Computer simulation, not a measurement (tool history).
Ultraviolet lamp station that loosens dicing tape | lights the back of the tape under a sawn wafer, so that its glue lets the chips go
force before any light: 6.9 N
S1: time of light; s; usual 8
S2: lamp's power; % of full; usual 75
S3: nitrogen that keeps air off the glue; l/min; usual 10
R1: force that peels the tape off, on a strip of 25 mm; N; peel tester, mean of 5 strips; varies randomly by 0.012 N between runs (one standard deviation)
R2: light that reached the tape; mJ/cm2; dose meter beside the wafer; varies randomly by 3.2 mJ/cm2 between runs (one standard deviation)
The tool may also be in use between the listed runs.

run 1 hour=0.0 | S1=8 S2=75 S3=10 | R1=0.592 R2=466
run 2 hour=14.4 | S1=9 S2=75 S3=10 | R1=0.497 R2=522
run 3 hour=27.2 | S1=8 S2=75 S3=8 | R1=0.672 R2=463
run 4 hour=38.8 | S1=8 S2=75 S3=8 | R1=0.687 R2=454
run 5 hour=56.2 | S1=8 S2=75 S3=8 | R1=0.715 R2=451
run 6 hour=74.0 | S1=8 S2=75 S3=8 | R1=0.724 R2=449
run 7 hour=95.1 | S1=8 S2=90 S3=10 | R1=0.459 R2=546
run 8 hour=112.3 | S1=8 S2=90 S3=10 | R1=0.465 R2=532
run 9 hour=131.2 | S1=8 S2=90 S3=10 | R1=0.486 R2=529
run 10 hour=150.4 | S1=8 S2=95 S3=10 | R1=0.455 R2=557
run 11 hour=164.7 | S1=8 S2=95 S3=10 | R1=0.444 R2=550
run 12 hour=180.0 | S1=8 S2=95 S3=10 | R1=0.457 R2=550
run 13 hour=200.9 | S1=8 S2=95 S3=10 | R1=0.477 R2=546
run 14 hour=216.8 | S1=8 S2=95 S3=10 | R1=0.465 R2=535
run 15 hour=228.4 | S1=5 S2=75 S3=10 | R1=1.550 R2=267
run 16 hour=241.1 | S1=5 S2=75 S3=10 | R1=1.528 R2=260
run 17 hour=252.6 | S1=5 S2=75 S3=10 | R1=1.535 R2=261
run 18 hour=275.0 | S1=8 S2=63 S3=10 | R1=0.994 R2=347
run 19 hour=294.0 | S1=8 S2=63 S3=10 | R1=1.005 R2=349
run 20 hour=311.9 | S1=8 S2=61 S3=10 | R1=1.137 R2=332
run 21 hour=330.9 | S1=8 S2=61 S3=10 | R1=1.146 R2=326
run 22 hour=342.4 | S1=8 S2=65 S3=10 | R1=1.048 R2=344
-- hour=344.3 window cleaned of glue's vapour
run 23 hour=366.1 | S1=10 S2=65 S3=10 | R1=0.735 R2=414
run 24 hour=387.3 | S1=13 S2=83 S3=4 | R1=0.499 R2=688
run 25 hour=405.8 | S1=4 S2=76 S3=20 | R1=1.921 R2=191
run 26 hour=421.3 | S1=10 S2=75 S3=10 | R1=0.611 R2=469
run 27 hour=435.2 | S1=9 S2=90 S3=8 | R1=0.594 R2=500
run 28 hour=450.1 | S1=9 S2=90 S3=8 | R1=0.583 R2=492
run 29 hour=465.8 | S1=13 S2=73 S3=4 | R1=0.696 R2=585
run 30 hour=478.0 | S1=8 S2=66 S3=7 | R1=1.350 R2=319
-- hour=480.3 window cleaned of glue's vapour, once more
run 31 hour=496.5 | S1=8 S2=66 S3=7 | R1=1.114 R2=377

The next listed run, before its measurement:
run 32 hour=515.3 | S1=8 S2=66 S3=7 | R1=? R2=?

R1: 1.115 N
R2: 368 mJ/cm2
Take away the tool's hidden state, keep the run-to-run variation as it was, and the same run would have given R1 0.852 N, R2 432 mJ/cm2.

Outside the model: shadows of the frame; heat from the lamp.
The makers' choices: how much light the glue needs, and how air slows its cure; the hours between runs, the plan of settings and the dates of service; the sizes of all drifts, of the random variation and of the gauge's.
